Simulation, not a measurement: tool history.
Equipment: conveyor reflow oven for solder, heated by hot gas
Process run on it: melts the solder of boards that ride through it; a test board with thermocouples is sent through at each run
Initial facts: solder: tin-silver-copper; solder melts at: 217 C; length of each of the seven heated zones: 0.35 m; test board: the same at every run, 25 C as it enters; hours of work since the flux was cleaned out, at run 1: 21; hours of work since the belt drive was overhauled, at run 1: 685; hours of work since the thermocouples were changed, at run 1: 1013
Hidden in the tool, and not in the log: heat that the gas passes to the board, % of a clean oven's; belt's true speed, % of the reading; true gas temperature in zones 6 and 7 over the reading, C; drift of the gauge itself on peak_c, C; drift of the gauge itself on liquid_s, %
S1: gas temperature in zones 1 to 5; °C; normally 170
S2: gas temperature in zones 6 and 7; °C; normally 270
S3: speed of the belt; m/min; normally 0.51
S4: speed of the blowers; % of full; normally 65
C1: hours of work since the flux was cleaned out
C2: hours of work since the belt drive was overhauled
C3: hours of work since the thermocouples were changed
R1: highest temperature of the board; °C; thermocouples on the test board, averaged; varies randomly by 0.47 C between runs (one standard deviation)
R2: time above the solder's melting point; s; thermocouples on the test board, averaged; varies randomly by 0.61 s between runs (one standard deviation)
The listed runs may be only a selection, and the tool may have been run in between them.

{"run": 1, "day": 0.0, "S1": 170, "S2": 270, "S3": 0.51, "S4": 65, "C1": 21, "C2": 685, "C3": 1013, "R1": 247.4, "R2": 57.3}
{"run": 2, "day": 1.05, "S1": 170, "S2": 270, "S3": 0.51, "S4": 65, "C1": 35, "C2": 699, "C3": 1027, "R1": 248.4, "R2": 55.1}
{"run": 3, "day": 2.588, "S1": 170, "S2": 270, "S3": 0.51, "S4": 65, "C1": 56, "C2": 720, "C3": 1048, "R1": 247.6, "R2": 55.4}
{"run": 4, "day": 4.379, "S1": 170, "S2": 274, "S3": 0.51, "S4": 65, "C1": 80, "C2": 744, "C3": 1072, "R1": 251, "R2": 58}
{"run": 5, "day": 6.325, "S1": 170, "S2": 274, "S3": 0.51, "S4": 65, "C1": 106, "C2": 770, "C3": 1098, "R1": 250.9, "R2": 57.8}
{"run": 6, "day": 7.804, "S1": 170, "S2": 263, "S3": 0.51, "S4": 65, "C1": 126, "C2": 790, "C3": 1118, "R1": 240.7, "R2": 48.1}
{"run": 7, "day": 8.704, "S1": 170, "S2": 265, "S3": 0.51, "S4": 65, "C1": 138, "C2": 803, "C3": 1130, "R1": 242.4, "R2": 50.5}
{"run": 8, "day": 10.408, "S1": 170, "S2": 265, "S3": 0.51, "S4": 65, "C1": 161, "C2": 825, "C3": 1153, "R1": 242.5, "R2": 49.9}
{"run": 9, "day": 12.208, "S1": 170, "S2": 265, "S3": 0.51, "S4": 65, "C1": 186, "C2": 850, "C3": 1178, "R1": 241.4, "R2": 49.6}
{"run": 10, "day": 13.292, "S1": 170, "S2": 265, "S3": 0.51, "S4": 60, "C1": 200, "C2": 864, "C3": 1192, "R1": 240.3, "R2": 46.9}
{"run": 11, "day": 15.283, "S1": 170, "S2": 265, "S3": 0.51, "S4": 60, "C1": 227, "C2": 891, "C3": 1219, "R1": 240.1, "R2": 46}
{"run": 12, "day": 16.942, "S1": 170, "S2": 265, "S3": 0.51, "S4": 60, "C1": 249, "C2": 914, "C3": 1241, "R1": 239, "R2": 45.2}
{"run": 13, "day": 18.421, "S1": 170, "S2": 285, "S3": 0.51, "S4": 65, "C1": 269, "C2": 934, "C3": 1261, "R1": 257, "R2": 63.2}
{"run": 14, "day": 19.958, "S1": 170, "S2": 285, "S3": 0.51, "S4": 65, "C1": 290, "C2": 954, "C3": 1282, "R1": 257.8, "R2": 62.1}
{"run": 15, "day": 20.775, "S1": 175, "S2": 270, "S3": 0.547, "S4": 72, "C1": 301, "C2": 965, "C3": 1293, "R1": 246, "R2": 51}
{"run": 16, "day": 22.75, "S1": 157, "S2": 275, "S3": 0.604, "S4": 69, "C1": 328, "C2": 992, "C3": 1320, "R1": 238.1, "R2": 33.3}
{"run": 17, "day": 23.846, "S1": 170, "S2": 283, "S3": 0.51, "S4": 69, "C1": 343, "C2": 1007, "C3": 1334, "R1": 256.7, "R2": 61.9}
{"run": 18, "day": 24.758, "S1": 175, "S2": 282, "S3": 0.454, "S4": 69, "C1": 355, "C2": 1019, "C3": 1347, "R1": 260.5, "R2": 76.3}
{"run": 19, "day": 26.329, "S1": 170, "S2": 270, "S3": 0.568, "S4": 65, "C1": 376, "C2": 1040, "C3": 1368, "R1": 238.7, "R2": 39.6}
{"day": 26.954, "done": "flux residue cleaned out of gas plates and filters"}
{"day": 28.138, "done": "thermocouples of zones 6 and 7 changed"}
{"run": 20, "day": 28.138, "S1": 170, "S2": 270, "S3": 0.568, "S4": 65, "C1": 15, "C2": 1061, "C3": 0, "R1": 246.6, "R2": 48.5}
{"run": 21, "day": 29.438, "S1": 170, "S2": 270, "S3": 0.568, "S4": 65, "C1": 32, "C2": 1078, "C3": 18, "R1": 245.5, "R2": 46.7}
{"run": 22, "day": 30.667, "S1": 170, "S2": 270, "S3": 0.568, "S4": 65, "C1": 49, "C2": 1095, "C3": 34, "R1": 245.6, "R2": 47.4}

Forecast each of these 4 alternatives for the next run:
{"run": "A", "day": 31.779, "S1": 170, "S2": 270, "S3": 0.59, "S4": 69, "C1": 64, "C2": 1110, "C3": 49, "R1": "?", "R2": "?"}
{"run": "B", "day": 31.779, "S1": 176, "S2": 275, "S3": 0.568, "S4": 57, "C1": 64, "C2": 1110, "C3": 49, "R1": "?", "R2": "?"}
{"run": "C", "day": 31.779, "S1": 181, "S2": 270, "S3": 0.455, "S4": 82, "C1": 64, "C2": 1110, "C3": 49, "R1": "?", "R2": "?"}
{"run": "D", "day": 31.779, "S1": 170, "S2": 270, "S3": 0.501, "S4": 65, "C1": 64, "C2": 1110, "C3": 49, "R1": "?", "R2": "?"}

run=A R1=244.8 R2=45.6
run=B R1=247.8 R2=49.9
run=C R1=258.3 R2=78.2
run=D R1=249.5 R2=60.7
With no hidden state in the tool, these same runs would have given:
run=A R1=245.7 R2=46
run=B R1=248.5 R2=50
run=C R1=259 R2=77.9
run=D R1=250.2 R2=60.8
